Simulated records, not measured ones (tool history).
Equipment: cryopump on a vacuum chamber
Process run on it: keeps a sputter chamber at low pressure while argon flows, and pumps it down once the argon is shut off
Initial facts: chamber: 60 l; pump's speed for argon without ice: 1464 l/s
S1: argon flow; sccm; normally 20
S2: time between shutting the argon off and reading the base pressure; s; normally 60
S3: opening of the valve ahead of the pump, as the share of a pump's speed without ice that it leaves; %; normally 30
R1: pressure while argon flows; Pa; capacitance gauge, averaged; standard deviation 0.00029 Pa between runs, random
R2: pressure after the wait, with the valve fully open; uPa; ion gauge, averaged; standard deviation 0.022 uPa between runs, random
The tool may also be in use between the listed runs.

| run | hour | S1 | S2 | S3 | R1 | R2 |
|---|---|---|---|---|---|---|
| 1 | 0 | 20 | 60 | 30 | 0.0775 | 1.62 |
| 2 | 10.1 | 20 | 60 | 30 | 0.0778 | 1.67 |
| 3 | 23.6 | 19 | 60 | 30 | 0.0732 | 1.64 |
| 4 | 35.7 | 20 | 48 | 30 | 0.0778 | 1.72 |
| 5 | 46.8 | 20 | 60 | 30 | 0.0775 | 1.68 |
| 6 | 57 | 20 | 60 | 30 | 0.0777 | 1.67 |
| 7 | 67.9 | 20 | 60 | 30 | 0.0776 | 1.63 |
| 8 | 77.9 | 20 | 60 | 30 | 0.0781 | 1.68 |
| 9 | 91.6 | 20 | 60 | 30 | 0.0777 | 1.69 |
| 10 | 100.2 | 20 | 28 | 30 | 0.0776 | 2.22 |
| 11 | 108.1 | 20 | 60 | 52 | 0.0457 | 1.66 |
| 12 | 122.2 | 20 | 60 | 52 | 0.0459 | 1.75 |
| 13 | 129.3 | 20 | 60 | 51 | 0.0462 | 1.78 |
| 14 | 143.1 | 20 | 60 | 30 | 0.0781 | 1.81 |
| 15 | 155 | 20 | 60 | 30 | 0.0783 | 1.84 |
| 16 | 164.3 | 12 | 60 | 24 | 0.0585 | 1.79 |
| 17 | 178.6 | 12 | 60 | 24 | 0.0584 | 1.77 |
| 18 | 186.5 | 22 | 60 | 17 | 0.1508 | 1.88 |
| 19 | 193.6 | 28 | 74 | 32 | 0.1036 | 1.8 |
| 20 | 206.1 | 20 | 30 | 30 | 0.0787 | 2.24 |
| 21 | 212.3 | 8 | 82 | 30 | 0.0316 | 1.8 |
| 22 | 226.6 | 16 | 60 | 30 | 0.0629 | 1.91 |
| 23 | 236.6 | 14 | 32 | 30 | 0.0552 | 2.29 |
| 24 | 246.8 | 14 | 32 | 30 | 0.0551 | 2.23 |
| 25 | 260.1 | 17 | 60 | 41 | 0.0493 | 1.95 |
| 26 | 274.4 | 30 | 54 | 46 | 0.0785 | 2.01 |
| 27 | 286.3 | 12 | 48 | 35 | 0.0414 | 2.1 |
| 28 | 295.1 | 20 | 87 | 30 | 0.0794 | 1.92 |
| 29 | 306.8 | 20 | 87 | 30 | 0.0789 | 1.92 |

Each run again, without the hidden state but with its own random variation kept:
Hidden state present: pump's speed, % of a pump's without ice; cold plate's temperature, K; leak into the chamber, uPa l/s; drift of the gauge itself on working_pa, %; drift of the gauge itself on base_upa, %.
| run | R1 | R2 |
|---|---|---|
| 1 | 0.0771 | 0.61 |
| 2 | 0.0773 | 0.63 |
| 3 | 0.0727 | 0.59 |
| 4 | 0.0772 | 0.67 |
| 5 | 0.0768 | 0.61 |
| 6 | 0.077 | 0.58 |
| 7 | 0.0768 | 0.55 |
| 8 | 0.0773 | 0.58 |
| 9 | 0.0768 | 0.57 |
| 10 | 0.0766 | 1.03 |
| 11 | 0.0446 | 0.52 |
| 12 | 0.0448 | 0.55 |
| 13 | 0.045 | 0.57 |
| 14 | 0.0768 | 0.59 |
| 15 | 0.077 | 0.6 |
| 16 | 0.0576 | 0.56 |
| 17 | 0.0575 | 0.54 |
| 18 | 0.1492 | 0.58 |
| 19 | 0.1015 | 0.51 |
| 20 | 0.0771 | 0.94 |
| 21 | 0.0309 | 0.49 |
| 22 | 0.0615 | 0.58 |
| 23 | 0.0539 | 0.93 |
| 24 | 0.0538 | 0.89 |
| 25 | 0.0476 | 0.57 |
| 26 | 0.0754 | 0.6 |
| 27 | 0.0401 | 0.67 |
| 28 | 0.0772 | 0.48 |
| 29 | 0.0766 | 0.46 |
